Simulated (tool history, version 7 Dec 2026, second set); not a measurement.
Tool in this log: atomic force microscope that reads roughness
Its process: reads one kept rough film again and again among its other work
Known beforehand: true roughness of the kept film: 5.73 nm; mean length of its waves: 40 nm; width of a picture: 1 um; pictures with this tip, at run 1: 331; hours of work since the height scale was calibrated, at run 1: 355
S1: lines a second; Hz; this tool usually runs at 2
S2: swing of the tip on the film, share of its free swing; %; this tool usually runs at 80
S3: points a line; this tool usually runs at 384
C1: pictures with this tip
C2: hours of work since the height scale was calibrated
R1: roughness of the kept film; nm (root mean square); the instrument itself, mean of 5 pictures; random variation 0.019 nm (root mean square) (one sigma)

Run 1, hour 0: usual settings; C1 331; C2 355. Result: R1 4.757 nm (root mean square).
At hour 23.2: new tip fitted.
Run 2, hour 29.5: usual settings; C1 9; C2 374. Result: R1 4.725 nm (root mean square).
Run 3, hour 48.7: usual settings; C1 33; C2 387. Result: R1 4.722 nm (root mean square).
Run 4, hour 63.6: usual settings; C1 53; C2 397. Result: R1 4.719 nm (root mean square).
Run 5, hour 81.4: usual settings but S2 78 %; C1 76; C2 409. Result: R1 4.804 nm (root mean square).
Run 6, hour 97.9: usual settings; C1 97; C2 420. Result: R1 4.758 nm (root mean square).
Run 7, hour 118.4: usual settings; C1 123; C2 434. Result: R1 4.729 nm (root mean square).
Run 8, hour 145.3: usual settings; C1 158; C2 452. Result: R1 4.738 nm (root mean square).
Run 9, hour 176.5: usual settings but S1 3.49 Hz; C1 198; C2 472. Result: R1 4.379 nm (root mean square).
Run 10, hour 207.6: usual settings but S1 3.49 Hz; C1 238; C2 493. Result: R1 4.372 nm (root mean square).
Run 11, hour 237.8: usual settings but S3 909; C1 277; C2 513. Result: R1 4.79 nm (root mean square).
Run 12, hour 258.4: usual settings but S3 909; C1 304; C2 527. Result: R1 4.758 nm (root mean square).
Run 13, hour 275.5: usual settings but S3 909; C1 326; C2 539. Result: R1 4.77 nm (root mean square).
Run 14, hour 300.8: usual settings but S3 909; C1 359; C2 555. Result: R1 4.755 nm (root mean square).
At hour 303.2: new tip fitted.
Run 15, hour 316.8: usual settings but S3 442; C1 18; C2 566. Result: R1 4.719 nm (root mean square).
Run 16, hour 344.7: usual settings but S3 442; C1 54; C2 584. Result: R1 4.768 nm (root mean square).
Run 17, hour 359.2: usual settings; C1 72; C2 594. Result: R1 4.74 nm (root mean square).
Run 18, hour 391.1: usual settings; C1 114; C2 615. Result: R1 4.729 nm (root mean square).
Run 19, hour 408.9: usual settings; C1 137; C2 627. Result: R1 4.711 nm (root mean square).
Run 20, hour 442.2: usual settings but S2 88 %; C1 179; C2 649. Result: R1 4.507 nm (root mean square).
Run 21, hour 475.9: usual settings but S2 88 %; C1 223; C2 672. Result: R1 4.509 nm (root mean square).
Run 22, hour 503.9: usual settings; C1 259; C2 691. Result: R1 4.751 nm (root mean square).
Run 23, hour 518.1: usual settings; C1 277; C2 700. Result: R1 4.746 nm (root mean square).
Run 24, hour 535.5: usual settings; C1 300; C2 712. Result: R1 4.737 nm (root mean square).
Run 25, hour 554.9: usual settings; C1 325; C2 725. Result: R1 4.726 nm (root mean square).
At hour 582.6: new tip fitted.
Run 26, hour 582.6: usual settings; C1 0; C2 743. Result: R1 4.749 nm (root mean square).
Run 27, hour 612.9: usual settings; C1 39; C2 763. Result: R1 4.76 nm (root mean square).
Run 28, hour 633.3: usual settings; C1 65; C2 777. Result: R1 4.724 nm (root mean square).
Run 29, hour 649: usual settings but S2 73 %, S3 540; C1 86; C2 787. Result: R1 4.931 nm (root mean square).
Run 30, hour 673.5: usual settings but S2 73 %, S3 540; C1 117; C2 804. Result: R1 4.914 nm (root mean square).
Run 31, hour 701.5: usual settings but S2 73 %, S3 540; C1 153; C2 822. Result: R1 4.903 nm (root mean square).
Run 32, hour 722.1: usual settings but S1 2.19 Hz, S2 78 %, S3 288; C1 180; C2 836. Result: R1 4.686 nm (root mean square).
Run 33, hour 737.4: usual settings but S1 2.19 Hz, S2 78 %, S3 288; C1 200; C2 846. Result: R1 4.721 nm (root mean square).
Run 34, hour 770.1: usual settings but S1 2.19 Hz, S2 78 %, S3 288; C1 242; C2 868. Result: R1 4.724 nm (root mean square).
Run 35, hour 791.4: usual settings but S1 2.19 Hz, S2 56 %, S3 586; C1 269; C2 882. Result: R1 5.138 nm (root mean square).
Run 36, hour 822.1: usual settings but S2 67 %, S3 763; C1 309; C2 903. Result: R1 5.002 nm (root mean square).
Run 37, hour 850.9: usual settings but S2 59 %; C1 346; C2 922. Result: R1 5.083 nm (root mean square).
At hour 863.4: new tip fitted.
Run 38, hour 873.1: usual settings but S1 0.68 Hz, S2 64 %; C1 12; C2 936. Result: R1 5.243 nm (root mean square).
Run 39, hour 896.7: usual settings but S1 0.68 Hz, S2 64 %; C1 43; C2 952. Result: R1 5.26 nm (root mean square).
Run 40, hour 924.3: usual settings but S1 0.75 Hz, S3 939; C1 78; C2 971. Result: R1 5.111 nm (root mean square).
Run 41, hour 946.3: usual settings but S1 0.59 Hz, S2 71 %, S3 882; C1 107; C2 985. Result: R1 5.23 nm (root mean square).
Run 42, hour 962.1: usual settings but S1 0.66 Hz, S2 60 %, S3 291; C1 127; C2 996. Result: R1 5.233 nm (root mean square).
Run 43, hour 986: usual settings but S1 0.66 Hz, S2 60 %, S3 291; C1 158; C2 1012. Result: R1 5.266 nm (root mean square).
At hour 997.2: height scale calibrated on a step standard.
Run 44, hour 1013.5: usual settings but S1 1.38 Hz, S2 68 %; C1 192; C2 11. Result: R1 5.084 nm (root mean square).
Run 45, hour 1037.4: usual settings but S3 283; C1 223; C2 27. Result: R1 4.718 nm (root mean square).
Run 46, hour 1067.3: usual settings but S3 283; C1 261; C2 47. Result: R1 4.707 nm (root mean square).
Run 47, hour 1098.8: usual settings but S2 82 %, S3 850; C1 302; C2 68. Result: R1 4.696 nm (root mean square).
Run 48, hour 1127.9: usual settings but S1 0.65 Hz; C1 340; C2 87. Result: R1 5.1 nm (root mean square).
At hour 1145.5: new tip fitted.
Run 49, hour 1149.4: usual settings but S1 0.65 Hz; C1 5; C2 101. Result: R1 5.105 nm (root mean square).
Run 50, hour 1183.8: usual settings but S1 3.75 Hz, S2 71 %, S3 680; C1 49; C2 124. Result: R1 4.681 nm (root mean square).
Run 51, hour 1210.7: usual settings but S2 68 %, S3 433; C1 84; C2 142. Result: R1 5.051 nm (root mean square).
Run 52, hour 1225.1: usual settings but S2 65 %, S3 258; C1 102; C2 152. Result: R1 5.049 nm (root mean square).
Run 53, hour 1244.2: usual settings but S1 1.28 Hz, S2 86 %, S3 295; C1 127; C2 165. Result: R1 4.834 nm (root mean square).

The logged runs with the hidden state left out (each run's random variation unchanged):
Hidden conditions of the tool in this case: radius of the tip, nm; height scale over the true one, %; drift of the gauge itself on roughness_nm, %.
run     R1
  1  4.775
  2  4.727
  3  4.725
  4  4.723
  5  4.809
  6  4.764
  7  4.736
  8  4.747
  9   4.39
 10  4.385
 11  4.806
 12  4.775
 13  4.788
 14  4.775
 15  4.721
 16  4.773
 17  4.745
 18  4.736
 19   4.72
 20  4.517
 21  4.521
 22  4.766
 23  4.761
 24  4.753
 25  4.744
 26  4.751
 27  4.763
 28  4.728
 29  4.937
 30  4.921
 31  4.913
 32  4.697
 33  4.733
 34  4.738
 35  5.155
 36  5.021
 37  5.104
 38  5.245
 39  5.264
 40  5.118
 41  5.238
 42  5.242
 43  5.277
 44  5.094
 45  4.729
 46  4.721
 47  4.711
 48  5.119
 49  5.106
 50  4.683
 51  5.056
 52  5.055
 53  4.841

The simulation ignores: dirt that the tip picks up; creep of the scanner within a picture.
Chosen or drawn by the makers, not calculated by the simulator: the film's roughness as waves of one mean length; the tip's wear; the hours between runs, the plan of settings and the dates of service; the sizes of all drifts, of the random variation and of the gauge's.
